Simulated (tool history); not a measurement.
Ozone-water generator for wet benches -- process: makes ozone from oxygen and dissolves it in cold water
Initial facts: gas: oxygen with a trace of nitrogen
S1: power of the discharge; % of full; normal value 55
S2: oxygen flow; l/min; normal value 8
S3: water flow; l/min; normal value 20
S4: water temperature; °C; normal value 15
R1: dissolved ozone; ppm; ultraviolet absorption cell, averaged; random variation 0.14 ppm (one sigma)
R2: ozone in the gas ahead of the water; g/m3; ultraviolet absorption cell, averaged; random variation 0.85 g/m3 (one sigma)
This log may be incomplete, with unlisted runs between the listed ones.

run	day	S1	S2	S3	S4	R1	R2
1	0	55	8	20	15	16.8	138.4
2	1.05	55	8	20	15	16.7	135.5
3	2.375	55	8	20	15	16.7	136.9
4	3.296	55	8	20	15	16.9	136.6
5	4.604	54	8	20	15	16.4	134.5
6	6.033	54	8	20	15	16.4	133.7
7	6.867	54	8	20	15	16.5	135.6
8	8.212	55	9.79	20	15	16.9	126.2
9	9.583	43	9.79	20	15	13.9	103.3
10	11.25	43	9.79	20	15	13.9	103.5
11	12.171	43	9.79	20	15	13.8	103.6
12	13.604	43	9.79	20	15	14	104.6
13	14.958	55	8	20	15	16.6	136.1
14	16.646	42	8	20	15	13.3	110.2
15	17.4	55	8	20	15	16.5	135
16	18.375	55	8	20	15	16.4	134.2
17	19.588	55	13.78	20	15	17	111.1
18	20.533	64	8.1	31	19	12.3	152
19	22.233	64	8.1	31	19	12.5	153.2
20	23.375	51	8	20	11	16.6	128.1
21	24.258	55	8	14	15	20.8	135.2
22	25.246	55	8	14	15	20.6	134.8
23	26.275	55	8	14	15	20.9	136.4
24	27.871	55	8	13	15	21.9	133.6
25	28.971	55	8	13	12	23	134.2
26	30.729	52	8	13	12	22.2	129.6
27	32.196	55	10.28	26	15	13.6	121.7
28	33.233	61	8	20	15	17.6	144.9
29	34.588	61	8	16	20	18.7	145.7
30	35.546	79	8	20	15	21.5	179.4
31	36.958	55	5.45	23	21	12.8	152.9

Forecast run 32:
32	38.629	53	6.03	12	7	?	?

R1: 25.2 ppm
R2: 144.3 g/m3
With no hidden state in the tool, this same run would have given R1 26.5 ppm, R2 148 g/m3.

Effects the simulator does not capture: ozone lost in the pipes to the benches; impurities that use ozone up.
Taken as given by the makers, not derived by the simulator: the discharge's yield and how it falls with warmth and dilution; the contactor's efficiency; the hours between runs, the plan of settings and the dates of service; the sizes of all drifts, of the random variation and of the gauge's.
